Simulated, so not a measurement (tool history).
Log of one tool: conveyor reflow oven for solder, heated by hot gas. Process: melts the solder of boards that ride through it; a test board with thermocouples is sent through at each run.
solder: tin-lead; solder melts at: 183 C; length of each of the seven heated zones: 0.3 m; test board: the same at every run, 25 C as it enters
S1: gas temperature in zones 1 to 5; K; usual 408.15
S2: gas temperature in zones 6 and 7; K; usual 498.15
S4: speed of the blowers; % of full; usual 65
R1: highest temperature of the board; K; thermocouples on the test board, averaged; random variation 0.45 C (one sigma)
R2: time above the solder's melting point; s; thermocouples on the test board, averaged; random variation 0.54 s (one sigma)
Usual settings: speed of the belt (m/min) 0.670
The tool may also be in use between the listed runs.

run 1 hour=0.0 | S1=408.15 S2=498.15 speed_of_the_belt_(m/min)=0.670 S4=65 | R1=481.95 R2=34.5
run 2 hour=9.2 | S1=408.15 S2=498.15 speed_of_the_belt_(m/min)=0.670 S4=65 | R1=482.35 R2=33.6
run 3 hour=15.0 | S1=408.15 S2=505.15 speed_of_the_belt_(m/min)=0.670 S4=65 | R1=486.65 R2=38.3
run 4 hour=22.9 | S1=408.15 S2=498.15 speed_of_the_belt_(m/min)=0.670 S4=57 | R1=480.05 R2=33.8
run 5 hour=31.3 | S1=408.15 S2=498.15 speed_of_the_belt_(m/min)=0.670 S4=57 | R1=479.55 R2=31.8
run 6 hour=35.0 | S1=408.15 S2=498.15 speed_of_the_belt_(m/min)=0.670 S4=57 | R1=480.35 R2=32.3
run 7 hour=39.5 | S1=408.15 S2=498.15 speed_of_the_belt_(m/min)=0.670 S4=65 | R1=482.75 R2=34.4
-- hour=45.2 flux residue cleaned out of gas plates and filters
run 8 hour=50.0 | S1=408.15 S2=498.15 speed_of_the_belt_(m/min)=0.668 S4=70 | R1=482.05 R2=34.8
run 9 hour=58.0 | S1=408.15 S2=498.15 speed_of_the_belt_(m/min)=0.668 S4=70 | R1=482.65 R2=35.1
run 10 hour=64.4 | S1=408.15 S2=498.15 speed_of_the_belt_(m/min)=0.668 S4=70 | R1=481.55 R2=34.8
run 11 hour=69.6 | S1=408.15 S2=494.15 speed_of_the_belt_(m/min)=0.668 S4=70 | R1=478.95 R2=31.6
-- hour=77.1 flux residue cleaned out of gas plates and filters, once more
run 12 hour=80.8 | S1=408.15 S2=494.15 speed_of_the_belt_(m/min)=0.668 S4=70 | R1=480.65 R2=34.5
run 13 hour=88.3 | S1=409.15 S2=494.15 speed_of_the_belt_(m/min)=0.652 S4=50 | R1=477.45 R2=32.1
run 14 hour=93.9 | S1=396.15 S2=498.15 speed_of_the_belt_(m/min)=0.670 S4=83 | R1=484.25 R2=34.9

Hidden state or all else? Some run-to-run changes of R1, split into what the settings, what came in and random variation would give without the hidden state, and what is left for the hidden state (with any gauge scatter that isn't in both results):
The hidden state here: heat that the gas passes to the board, % of a clean oven's; belt's true speed, % of the reading; true gas temperature in zones 6 and 7 over the reading, C; drift of the gauge itself on peak_c, C; drift of the gauge itself on liquid_s, %.
Run 11 -> 12: flux residue cleaned out of gas plates and filters, once more. R1 +1.70 K: hidden state +2.10, all else -0.40.
Run 13 -> 14: S1 409.15 -> 396.15, S2 494.15 -> 498.15, speed of the belt (m/min) 0.652 -> 0.670, S4 50 -> 83. R1 +6.80 K: hidden state +0.00, all else +6.80.
